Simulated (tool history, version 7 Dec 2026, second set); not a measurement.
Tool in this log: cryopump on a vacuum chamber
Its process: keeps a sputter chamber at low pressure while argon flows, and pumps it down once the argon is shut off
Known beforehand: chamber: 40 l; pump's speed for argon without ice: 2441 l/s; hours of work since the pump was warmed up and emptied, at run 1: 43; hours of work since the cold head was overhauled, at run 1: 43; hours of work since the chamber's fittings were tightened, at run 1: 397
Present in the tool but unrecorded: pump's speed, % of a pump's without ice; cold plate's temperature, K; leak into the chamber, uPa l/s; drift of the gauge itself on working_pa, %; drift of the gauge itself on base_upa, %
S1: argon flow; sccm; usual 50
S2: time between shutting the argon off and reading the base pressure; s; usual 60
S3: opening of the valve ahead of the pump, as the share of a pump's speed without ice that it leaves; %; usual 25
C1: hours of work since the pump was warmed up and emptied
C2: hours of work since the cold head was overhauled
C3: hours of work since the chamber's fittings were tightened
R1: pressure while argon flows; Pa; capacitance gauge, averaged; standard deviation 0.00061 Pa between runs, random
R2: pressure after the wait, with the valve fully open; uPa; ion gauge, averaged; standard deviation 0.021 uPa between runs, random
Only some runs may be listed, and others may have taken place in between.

run,hour,S1,S2,S3,C1,C2,C3,R1,R2
1,0,50,60,25,43,43,397,0.1402,0.77
2,16.5,50,60,25,52,52,406,0.1392,0.81
3,23.6,50,60,25,56,56,410,0.1388,0.82
4,32,50,60,25,61,61,415,0.1392,0.78
5,46.8,50,60,25,69,69,423,0.1394,0.79
6,57.1,50,60,26,75,75,429,0.1354,0.8
7,64.9,50,60,26,79,79,433,0.1346,0.81
8,76.6,50,60,26,86,86,440,0.1343,0.82
9,83.4,23,242,52,89,89,444,0.0314,0.56
10,99.3,50,121,36,98,98,453,0.0971,0.62
11,114.6,50,131,25,107,107,461,0.141,0.65
12,125.7,50,60,24,113,113,467,0.1451,0.84
13,138.1,25,88,17,120,120,474,0.1013,0.72
14,149.7,77,226,16,126,126,481,0.3354,0.6
15,157.8,77,226,16,131,131,485,0.3348,0.6
16,169,50,60,32,137,137,491,0.1097,0.85

Consider 5 possible next runs. They are alternatives, not a sequence: every one starts from the tool as it was left by run 16. What does each give?
A,176.2,39,60,46,141,141,495,?,?
B,176.2,50,60,18,141,141,495,?,?
C,176.2,50,60,55,141,141,495,?,?
D,176.2,50,108,32,141,141,495,?,?
E,176.2,50,144,32,141,141,495,?,?

run,R1,R2
A,0.0599,0.87
B,0.1934,0.87
C,0.064,0.89
D,0.1096,0.72
E,0.11,0.62
With the hidden condition removed and each run's random variation left untouched, the same runs would have given:
run,R1,R2
A,0.0586,0.51
B,0.1918,0.51
C,0.0624,0.53
D,0.108,0.36
E,0.1083,0.27
